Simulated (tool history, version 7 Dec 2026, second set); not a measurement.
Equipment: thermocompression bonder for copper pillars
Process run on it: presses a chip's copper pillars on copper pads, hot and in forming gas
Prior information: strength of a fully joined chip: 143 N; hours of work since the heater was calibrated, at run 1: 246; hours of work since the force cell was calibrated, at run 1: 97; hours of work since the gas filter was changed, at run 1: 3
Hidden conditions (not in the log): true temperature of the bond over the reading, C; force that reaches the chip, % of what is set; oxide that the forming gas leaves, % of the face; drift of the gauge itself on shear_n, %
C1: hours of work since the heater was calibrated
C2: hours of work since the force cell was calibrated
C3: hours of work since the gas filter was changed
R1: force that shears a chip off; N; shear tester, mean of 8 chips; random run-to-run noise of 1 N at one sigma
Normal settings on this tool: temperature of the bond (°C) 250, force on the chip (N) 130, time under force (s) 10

{"run": 1, "day": 0.0, "temperature of the bond (°C)": 250, "force on the chip (N)": 130, "time under force (s)": 10, "C1": 246, "C2": 97, "C3": 3, "R1": 86.2}
{"run": 2, "day": 0.558, "temperature of the bond (°C)": 250, "force on the chip (N)": 130, "time under force (s)": 10, "C1": 252, "C2": 103, "C3": 10, "R1": 86.2}
{"run": 3, "day": 0.925, "temperature of the bond (°C)": 250, "force on the chip (N)": 130, "time under force (s)": 10, "C1": 256, "C2": 107, "C3": 14, "R1": 85.3}
{"run": 4, "day": 1.408, "temperature of the bond (°C)": 250, "force on the chip (N)": 130, "time under force (s)": 10, "C1": 261, "C2": 112, "C3": 19, "R1": 86.2}
{"run": 5, "day": 2.129, "temperature of the bond (°C)": 250, "force on the chip (N)": 130, "time under force (s)": 10, "C1": 269, "C2": 120, "C3": 27, "R1": 84.3}
{"run": 6, "day": 2.471, "temperature of the bond (°C)": 250, "force on the chip (N)": 130, "time under force (s)": 8, "C1": 273, "C2": 124, "C3": 31, "R1": 79.9}
{"run": 7, "day": 3.067, "temperature of the bond (°C)": 250, "force on the chip (N)": 130, "time under force (s)": 8, "C1": 279, "C2": 131, "C3": 37, "R1": 79.2}
{"run": 8, "day": 3.862, "temperature of the bond (°C)": 250, "force on the chip (N)": 130, "time under force (s)": 8, "C1": 288, "C2": 140, "C3": 46, "R1": 81}
{"run": 9, "day": 4.288, "temperature of the bond (°C)": 250, "force on the chip (N)": 130, "time under force (s)": 10, "C1": 293, "C2": 144, "C3": 51, "R1": 84.6}
{"run": 10, "day": 4.8, "temperature of the bond (°C)": 250, "force on the chip (N)": 130, "time under force (s)": 10, "C1": 298, "C2": 150, "C3": 56, "R1": 85.8}
{"run": 11, "day": 5.167, "temperature of the bond (°C)": 250, "force on the chip (N)": 93, "time under force (s)": 10, "C1": 302, "C2": 154, "C3": 60, "R1": 71.6}
{"run": 12, "day": 5.9, "temperature of the bond (°C)": 250, "force on the chip (N)": 157, "time under force (s)": 10, "C1": 311, "C2": 162, "C3": 68, "R1": 92.4}
{"run": 13, "day": 6.333, "temperature of the bond (°C)": 250, "force on the chip (N)": 157, "time under force (s)": 10, "C1": 315, "C2": 167, "C3": 73, "R1": 91.5}
{"run": 14, "day": 6.942, "temperature of the bond (°C)": 250, "force on the chip (N)": 130, "time under force (s)": 10, "C1": 322, "C2": 173, "C3": 80, "R1": 83.9}
{"run": 15, "day": 7.546, "temperature of the bond (°C)": 250, "force on the chip (N)": 130, "time under force (s)": 10, "C1": 329, "C2": 180, "C3": 86, "R1": 84}
{"run": 16, "day": 8.212, "temperature of the bond (°C)": 250, "force on the chip (N)": 130, "time under force (s)": 10, "C1": 336, "C2": 187, "C3": 94, "R1": 84.8}
{"run": 17, "day": 8.721, "temperature of the bond (°C)": 250, "force on the chip (N)": 130, "time under force (s)": 10, "C1": 342, "C2": 193, "C3": 99, "R1": 82.8}
{"run": 18, "day": 9.179, "temperature of the bond (°C)": 250, "force on the chip (N)": 130, "time under force (s)": 10, "C1": 347, "C2": 198, "C3": 104, "R1": 83.5}
{"run": 19, "day": 9.583, "temperature of the bond (°C)": 250, "force on the chip (N)": 130, "time under force (s)": 10, "C1": 351, "C2": 203, "C3": 109, "R1": 82.9}
{"run": 20, "day": 10.221, "temperature of the bond (°C)": 250, "force on the chip (N)": 130, "time under force (s)": 10, "C1": 358, "C2": 210, "C3": 116, "R1": 83}
{"run": 21, "day": 10.579, "temperature of the bond (°C)": 229, "force on the chip (N)": 130, "time under force (s)": 6, "C1": 362, "C2": 213, "C3": 120, "R1": 56.8}
{"run": 22, "day": 11.088, "temperature of the bond (°C)": 229, "force on the chip (N)": 130, "time under force (s)": 6, "C1": 368, "C2": 219, "C3": 125, "R1": 57.5}
{"run": 23, "day": 11.658, "temperature of the bond (°C)": 229, "force on the chip (N)": 130, "time under force (s)": 6, "C1": 374, "C2": 225, "C3": 132, "R1": 56.7}
{"run": 24, "day": 12.258, "temperature of the bond (°C)": 242, "force on the chip (N)": 186, "time under force (s)": 8, "C1": 381, "C2": 232, "C3": 138, "R1": 82.6}
{"run": 25, "day": 12.742, "temperature of the bond (°C)": 233, "force on the chip (N)": 161, "time under force (s)": 9, "C1": 386, "C2": 237, "C3": 144, "R1": 77.4}
{"run": 26, "day": 13.479, "temperature of the bond (°C)": 250, "force on the chip (N)": 139, "time under force (s)": 10, "C1": 394, "C2": 245, "C3": 152, "R1": 86.1}
{"run": 27, "day": 14.033, "temperature of the bond (°C)": 262, "force on the chip (N)": 139, "time under force (s)": 14, "C1": 400, "C2": 251, "C3": 158, "R1": 105}
{"run": 28, "day": 14.742, "temperature of the bond (°C)": 262, "force on the chip (N)": 139, "time under force (s)": 14, "C1": 408, "C2": 259, "C3": 166, "R1": 101.8}
{"run": 29, "day": 15.479, "temperature of the bond (°C)": 262, "force on the chip (N)": 146, "time under force (s)": 25, "C1": 416, "C2": 267, "C3": 174, "R1": 113.7}
{"run": 30, "day": 16.204, "temperature of the bond (°C)": 262, "force on the chip (N)": 146, "time under force (s)": 25, "C1": 424, "C2": 275, "C3": 182, "R1": 116.2}
{"run": 31, "day": 16.808, "temperature of the bond (°C)": 262, "force on the chip (N)": 129, "time under force (s)": 7, "C1": 431, "C2": 282, "C3": 188, "R1": 81.3}
{"run": 32, "day": 17.442, "temperature of the bond (°C)": 262, "force on the chip (N)": 142, "time under force (s)": 8, "C1": 438, "C2": 289, "C3": 195, "R1": 88}
{"run": 33, "day": 18.162, "temperature of the bond (°C)": 237, "force on the chip (N)": 130, "time under force (s)": 10, "C1": 446, "C2": 297, "C3": 203, "R1": 74.2}
{"run": 34, "day": 18.692, "temperature of the bond (°C)": 237, "force on the chip (N)": 130, "time under force (s)": 17, "C1": 451, "C2": 303, "C3": 209, "R1": 85}
{"run": 35, "day": 19.471, "temperature of the bond (°C)": 249, "force on the chip (N)": 186, "time under force (s)": 16, "C1": 460, "C2": 311, "C3": 218, "R1": 106.6}
{"run": 36, "day": 19.946, "temperature of the bond (°C)": 249, "force on the chip (N)": 186, "time under force (s)": 16, "C1": 465, "C2": 317, "C3": 223, "R1": 103.6}
{"run": 37, "day": 20.429, "temperature of the bond (°C)": 226, "force on the chip (N)": 185, "time under force (s)": 10, "C1": 471, "C2": 322, "C3": 228, "R1": 76.9}
{"run": 38, "day": 21.075, "temperature of the bond (°C)": 279, "force on the chip (N)": 147, "time under force (s)": 28, "C1": 478, "C2": 329, "C3": 235, "R1": 120.8}
{"run": 39, "day": 21.817, "temperature of the bond (°C)": 229, "force on the chip (N)": 147, "time under force (s)": 5, "C1": 486, "C2": 337, "C3": 244, "R1": 55.6}
{"run": 40, "day": 22.517, "temperature of the bond (°C)": 238, "force on the chip (N)": 147, "time under force (s)": 14, "C1": 494, "C2": 345, "C3": 251, "R1": 86.5}

Some steps in R1 between neighbouring runs. How much of each would the tool show without its hidden state too (settings, what came in, random variation), and how much is left for the hidden state, with any gauge scatter that isn't in both results?
Run 30 -> 31: force on the chip (N) 146 -> 129, time under force (s) 25 -> 7. R1 -34.9 N: hidden state +1.5, all else -36.4.
Run 37 -> 38: temperature of the bond (°C) 226 -> 279, force on the chip (N) 185 -> 147, time under force (s) 10 -> 28. R1 +43.9 N: hidden state -2.8, all else +46.7.
Run 38 -> 39: temperature of the bond (°C) 279 -> 229, time under force (s) 28 -> 5. R1 -65.2 N: hidden state +3.8, all else -69.
Run 39 -> 40: temperature of the bond (°C) 229 -> 238, time under force (s) 5 -> 14. R1 +30.9 N: hidden state -2.2, all else +33.1.
